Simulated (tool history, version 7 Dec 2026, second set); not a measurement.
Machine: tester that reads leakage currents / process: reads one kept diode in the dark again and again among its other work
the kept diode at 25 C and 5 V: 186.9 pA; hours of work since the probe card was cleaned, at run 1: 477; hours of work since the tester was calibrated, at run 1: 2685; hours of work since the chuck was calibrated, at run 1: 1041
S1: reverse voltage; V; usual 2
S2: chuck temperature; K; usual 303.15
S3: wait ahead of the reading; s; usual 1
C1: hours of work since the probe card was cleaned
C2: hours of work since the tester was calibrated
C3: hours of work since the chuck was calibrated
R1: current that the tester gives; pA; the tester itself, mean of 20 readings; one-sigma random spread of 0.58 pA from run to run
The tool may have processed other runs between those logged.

| run | hour | S1 | S2 | S3 | C1 | C2 | C3 | R1 |
|---|---|---|---|---|---|---|---|---|
| 1 | 0 | 2 | 303.15 | 1 | 477 | 2685 | 1041 | 180.72 |
| 2 | 108.1 | 2 | 303.15 | 1 | 547 | 2755 | 1111 | 179.44 |
|  | 170.5 | chuck's temperature calibrated |
| 3 | 191.8 | 13.19 | 303.15 | 1 | 600 | 2808 | 14 | 432.1 |
| 4 | 300 | 2 | 303.15 | 1 | 670 | 2878 | 84 | 195.83 |
| 5 | 404.5 | 2 | 303.15 | 1 | 738 | 2946 | 151 | 195.66 |
| 6 | 458.7 | 2 | 303.15 | 1 | 773 | 2981 | 187 | 195.54 |
| 7 | 523.5 | 2 | 327.15 | 1 | 815 | 3023 | 229 | 1079.46 |
| 8 | 608.1 | 2 | 327.15 | 1 | 870 | 3077 | 283 | 1076.53 |
|  | 669.8 | tester calibrated |
| 9 | 669.8 | 5.36 | 303.15 | 1 | 909 | 0 | 322 | 289.52 |
| 10 | 748 | 5.36 | 303.15 | 1 | 959 | 51 | 373 | 289.1 |
|  | 849.1 | probe card cleaned and baked |
| 11 | 853.7 | 5.36 | 303.15 | 1 | 3 | 117 | 439 | 272.85 |
| 12 | 900.7 | 5.36 | 303.15 | 1 | 33 | 148 | 470 | 273.07 |
| 13 | 980.2 | 5.36 | 303.15 | 1 | 85 | 199 | 521 | 272.75 |
|  | 1070.4 | tester calibrated, once more |
| 14 | 1070.4 | 2 | 303.15 | 1 | 142 | 0 | 578 | 190.91 |
| 15 | 1139.8 | 2 | 303.15 | 1 | 187 | 45 | 623 | 192.39 |
| 16 | 1190.1 | 2 | 309.15 | 1 | 220 | 77 | 656 | 299.97 |
| 17 | 1277.3 | 2 | 309.15 | 1 | 276 | 134 | 712 | 298.4 |
| 18 | 1355.3 | 2 | 309.15 | 1 | 326 | 184 | 763 | 299.11 |
| 19 | 1450.7 | 2 | 309.15 | 1 | 388 | 246 | 824 | 298.32 |
| 20 | 1511 | 2 | 309.15 | 1 | 427 | 285 | 863 | 296.22 |
| 21 | 1562.4 | 2 | 309.15 | 1 | 461 | 319 | 897 | 296.61 |
| 22 | 1619.4 | 2 | 293.15 | 1 | 498 | 355 | 934 | 85.56 |
| 23 | 1679.4 | 1.92 | 295.15 | 4.7 | 536 | 394 | 972 | 98.06 |
| 24 | 1756 | 12.37 | 314.15 | 4.7 | 586 | 444 | 1022 | 891.75 |
| 25 | 1835.8 | 12.37 | 314.15 | 4.7 | 638 | 496 | 1074 | 880.88 |
| 26 | 1910.1 | 12.37 | 314.15 | 4.7 | 686 | 544 | 1122 | 881.78 |
|  | 1960.7 | chuck's temperature calibrated |
| 27 | 1979.4 | 6.94 | 303.15 | 1 | 729 | 587 | 12 | 332.45 |
| 28 | 2084.6 | 4.28 | 312.15 | 0.74 | 797 | 655 | 80 | 525.69 |
| 29 | 2191.2 | 4.28 | 312.15 | 0.74 | 866 | 724 | 149 | 519.75 |
| 30 | 2238.5 | 4.28 | 312.15 | 0.74 | 897 | 755 | 180 | 523.36 |
| 31 | 2299.2 | 4.28 | 317.15 | 0.68 | 936 | 794 | 219 | 742.93 |
| 32 | 2373.9 | 4.28 | 317.15 | 0.68 | 985 | 843 | 268 | 741.54 |
|  | 2441.5 | probe card cleaned and baked |
| 33 | 2461 | 4.28 | 317.15 | 0.68 | 13 | 897 | 322 | 728.84 |
| 34 | 2535.2 | 2 | 303.15 | 5.58 | 61 | 945 | 370 | 187.95 |
| 35 | 2591.2 | 1.13 | 309.15 | 0.79 | 97 | 981 | 406 | 236.42 |
| 36 | 2662.4 | 6.74 | 294.15 | 0.34 | 143 | 1028 | 452 | 153.73 |
| 37 | 2763.2 | 8.62 | 303.15 | 1 | 208 | 1093 | 518 | 337.92 |
| 38 | 2868.8 | 2 | 328.15 | 9.94 | 277 | 1161 | 586 | 1124.16 |
| 39 | 2925 | 2 | 328.15 | 9.94 | 313 | 1198 | 622 | 1120.45 |

Each row is a separate what-if for the run after 39, all from the same tool condition, not one after another. Results?
| A | 3008.1 | 18.38 | 311.15 | 2.18 | 367 | 1251 | 676 | ? |
| B | 3008.1 | 13.54 | 303.15 | 1 | 367 | 1251 | 676 | ? |
| C | 3008.1 | 18.26 | 328.15 | 1.46 | 367 | 1251 | 676 | ? |

| run | R1 |
|---|---|
| A | 828.24 |
| B | 406.53 |
| C | 2705.95 |
Without the tool's hidden state the same runs would have given:
| run | R1 |
|---|---|
| A | 852.63 |
| B | 414.4 |
| C | 2818.74 |
